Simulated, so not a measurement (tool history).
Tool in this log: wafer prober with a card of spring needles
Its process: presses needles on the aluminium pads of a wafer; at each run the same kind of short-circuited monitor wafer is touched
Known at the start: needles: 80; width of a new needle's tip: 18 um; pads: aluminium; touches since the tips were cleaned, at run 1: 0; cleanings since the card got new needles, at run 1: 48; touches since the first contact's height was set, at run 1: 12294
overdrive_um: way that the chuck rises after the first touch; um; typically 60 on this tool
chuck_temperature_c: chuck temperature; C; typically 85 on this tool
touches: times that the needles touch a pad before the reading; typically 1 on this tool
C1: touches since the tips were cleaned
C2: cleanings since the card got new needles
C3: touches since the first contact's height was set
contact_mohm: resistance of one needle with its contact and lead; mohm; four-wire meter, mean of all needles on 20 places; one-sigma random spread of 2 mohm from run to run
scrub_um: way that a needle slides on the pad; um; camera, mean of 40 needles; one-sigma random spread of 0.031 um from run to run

{"run": 1, "hour": 0.0, "overdrive_um": 60, "chuck_temperature_c": 85, "touches": 1, "C1": 0, "C2": 48, "C3": 12294, "contact_mohm": 232, "scrub_um": 13.44}
{"hour": 15.7, "done": "tips cleaned on abrasive film"}
{"run": 2, "hour": 22.0, "overdrive_um": 63, "chuck_temperature_c": 85, "touches": 1, "C1": 2896, "C2": 49, "C3": 22381, "contact_mohm": 308, "scrub_um": 14.12}
{"hour": 31.7, "done": "tips cleaned on abrasive film"}
{"run": 3, "hour": 44.1, "overdrive_um": 60, "chuck_temperature_c": 85, "touches": 1, "C1": 5706, "C2": 50, "C3": 32509, "contact_mohm": 358, "scrub_um": 13.4}
{"hour": 47.7, "done": "tips cleaned on abrasive film"}
{"run": 4, "hour": 53.8, "overdrive_um": 60, "chuck_temperature_c": 85, "touches": 1, "C1": 2788, "C2": 51, "C3": 36894, "contact_mohm": 313, "scrub_um": 13.43}
{"hour": 63.9, "done": "tips cleaned on abrasive film"}
{"run": 5, "hour": 71.4, "overdrive_um": 60, "chuck_temperature_c": 85, "touches": 1, "C1": 3465, "C2": 52, "C3": 44983, "contact_mohm": 342, "scrub_um": 13.35}
{"hour": 80.0, "done": "tips cleaned on abrasive film"}
{"run": 6, "hour": 86.8, "overdrive_um": 60, "chuck_temperature_c": 85, "touches": 1, "C1": 3143, "C2": 53, "C3": 52014, "contact_mohm": 327, "scrub_um": 13.29}
{"hour": 95.8, "done": "tips cleaned on abrasive film"}
{"run": 7, "hour": 99.1, "overdrive_um": 60, "chuck_temperature_c": 85, "touches": 1, "C1": 1523, "C2": 54, "C3": 57606, "contact_mohm": 289, "scrub_um": 13.32}
{"run": 8, "hour": 110.3, "overdrive_um": 44, "chuck_temperature_c": 85, "touches": 1, "C1": 6708, "C2": 54, "C3": 62791, "contact_mohm": 531, "scrub_um": 9.71}
{"hour": 111.6, "done": "tips cleaned on abrasive film"}
{"hour": 127.3, "done": "tips cleaned on abrasive film"}
{"run": 9, "hour": 128.8, "overdrive_um": 60, "chuck_temperature_c": 85, "touches": 1, "C1": 709, "C2": 56, "C3": 71223, "contact_mohm": 263, "scrub_um": 13.34}
{"run": 10, "hour": 141.5, "overdrive_um": 62, "chuck_temperature_c": 85, "touches": 1, "C1": 6516, "C2": 56, "C3": 77030, "contact_mohm": 373, "scrub_um": 13.71}
{"hour": 143.4, "done": "tips cleaned on abrasive film"}
{"hour": 159.1, "done": "tips cleaned on abrasive film"}
{"run": 11, "hour": 163.9, "overdrive_um": 62, "chuck_temperature_c": 85, "touches": 1, "C1": 2222, "C2": 58, "C3": 87259, "contact_mohm": 316, "scrub_um": 13.63}
{"hour": 175.2, "done": "tips cleaned on abrasive film"}
{"run": 12, "hour": 183.3, "overdrive_um": 60, "chuck_temperature_c": 85, "touches": 2, "C1": 3710, "C2": 59, "C3": 96141, "contact_mohm": 297, "scrub_um": 13.23}
{"hour": 190.9, "done": "tips cleaned on abrasive film"}
{"run": 13, "hour": 193.1, "overdrive_um": 60, "chuck_temperature_c": 85, "touches": 2, "C1": 1046, "C2": 60, "C3": 100621, "contact_mohm": 257, "scrub_um": 13.22}
{"hour": 206.6, "done": "tips cleaned on abrasive film"}
{"run": 14, "hour": 215.9, "overdrive_um": 60, "chuck_temperature_c": 31, "touches": 1, "C1": 4308, "C2": 61, "C3": 111072, "contact_mohm": 363, "scrub_um": 13.16}
{"hour": 222.1, "done": "tips cleaned on abrasive film"}
{"hour": 238.3, "done": "tips cleaned on abrasive film"}
{"run": 15, "hour": 238.3, "overdrive_um": 63, "chuck_temperature_c": 57, "touches": 1, "C1": 0, "C2": 63, "C3": 121252, "contact_mohm": 219, "scrub_um": 13.81}
{"hour": 253.8, "done": "tips cleaned on abrasive film"}
{"run": 16, "hour": 255.0, "overdrive_um": 63, "chuck_temperature_c": 57, "touches": 1, "C1": 570, "C2": 64, "C3": 128913, "contact_mohm": 249, "scrub_um": 13.84}
{"hour": 269.2, "done": "tips cleaned on abrasive film"}
{"run": 17, "hour": 269.3, "overdrive_um": 60, "chuck_temperature_c": 90, "touches": 1, "C1": 43, "C2": 65, "C3": 135424, "contact_mohm": 245, "scrub_um": 13.12}
{"hour": 285.3, "done": "tips cleaned on abrasive film"}
{"run": 18, "hour": 291.2, "overdrive_um": 60, "chuck_temperature_c": 65, "touches": 1, "C1": 2709, "C2": 66, "C3": 145456, "contact_mohm": 331, "scrub_um": 13.11}
{"hour": 300.9, "done": "tips cleaned on abrasive film"}
{"run": 19, "hour": 305.4, "overdrive_um": 60, "chuck_temperature_c": 30, "touches": 1, "C1": 2094, "C2": 67, "C3": 151989, "contact_mohm": 314, "scrub_um": 12.96}
{"hour": 316.7, "done": "tips cleaned on abrasive film"}
{"run": 20, "hour": 327.9, "overdrive_um": 60, "chuck_temperature_c": 30, "touches": 1, "C1": 5194, "C2": 68, "C3": 162297, "contact_mohm": 378, "scrub_um": 13.09}
{"hour": 332.8, "done": "tips cleaned on abrasive film"}
{"run": 21, "hour": 340.3, "overdrive_um": 79, "chuck_temperature_c": 30, "touches": 2, "C1": 3440, "C2": 69, "C3": 167946, "contact_mohm": 250, "scrub_um": 17.27}
{"hour": 348.9, "done": "tips cleaned on abrasive film"}
{"run": 22, "hour": 363.1, "overdrive_um": 61, "chuck_temperature_c": 85, "touches": 2, "C1": 6528, "C2": 70, "C3": 178362, "contact_mohm": 330, "scrub_um": 13.22}

Forecast run 23:
{"hour": 365.0, "done": "tips cleaned on abrasive film"}
{"hour": 381.4, "done": "tips cleaned on abrasive film"}
{"run": 23, "hour": 381.4, "overdrive_um": 47, "chuck_temperature_c": 32, "touches": 2, "C1": 0, "C2": 72, "C3": 186706, "contact_mohm": "?", "scrub_um": "?"}

{"run 23": {"contact_mohm": 236, "scrub_um": 10.1}}
With the hidden condition absent and the run-to-run variation left alone, this run would have shown contact_mohm 214 mohm, scrub_um 10.62 um.
